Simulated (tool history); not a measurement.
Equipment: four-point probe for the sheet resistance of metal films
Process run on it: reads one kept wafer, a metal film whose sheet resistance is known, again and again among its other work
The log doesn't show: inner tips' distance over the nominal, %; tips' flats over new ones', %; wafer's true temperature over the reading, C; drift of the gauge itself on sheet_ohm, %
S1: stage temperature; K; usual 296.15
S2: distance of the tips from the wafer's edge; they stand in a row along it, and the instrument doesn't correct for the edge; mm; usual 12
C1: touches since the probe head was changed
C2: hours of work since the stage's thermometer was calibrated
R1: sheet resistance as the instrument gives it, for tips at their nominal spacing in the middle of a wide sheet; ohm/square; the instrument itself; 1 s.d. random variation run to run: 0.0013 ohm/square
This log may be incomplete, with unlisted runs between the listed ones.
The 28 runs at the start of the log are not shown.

run,day,S1,S2,C1,C2,R1
29,119.212,297.15,13,31027,1361,6.553650
30,122.658,295.15,3,32893,1423,7.091398
31,126.550,304.15,35,34999,1491,6.520397
32,129.171,303.15,7,36417,1538,6.629166
33,133.321,293.15,26,38664,1612,6.535650
34,136.204,300.15,7,40223,1663,6.636072
35,140.592,292.15,4,42597,1740,6.868320
36,144.225,292.15,12,44565,1805,6.573325
37,147.871,303.15,54,46538,1870,6.523967
38,150.625,308.15,4,48029,1918,6.853464

Alternative continuations, all from the tool just after run 38; predict every row:
A,154.471,296.15,13,50110,1987,?
B,154.471,308.15,30,50110,1987,?
C,154.471,294.15,4,50110,1987,?
D,154.471,305.15,4,50110,1987,?
E,154.471,296.15,7,50110,1987,?

run,R1
A,6.565925
B,6.525868
C,6.871830
D,6.858315
E,6.645474
With no hidden state in the tool, these same runs would have given:
run,R1
A,6.511466
B,6.471388
C,6.815158
D,6.801431
E,6.590420
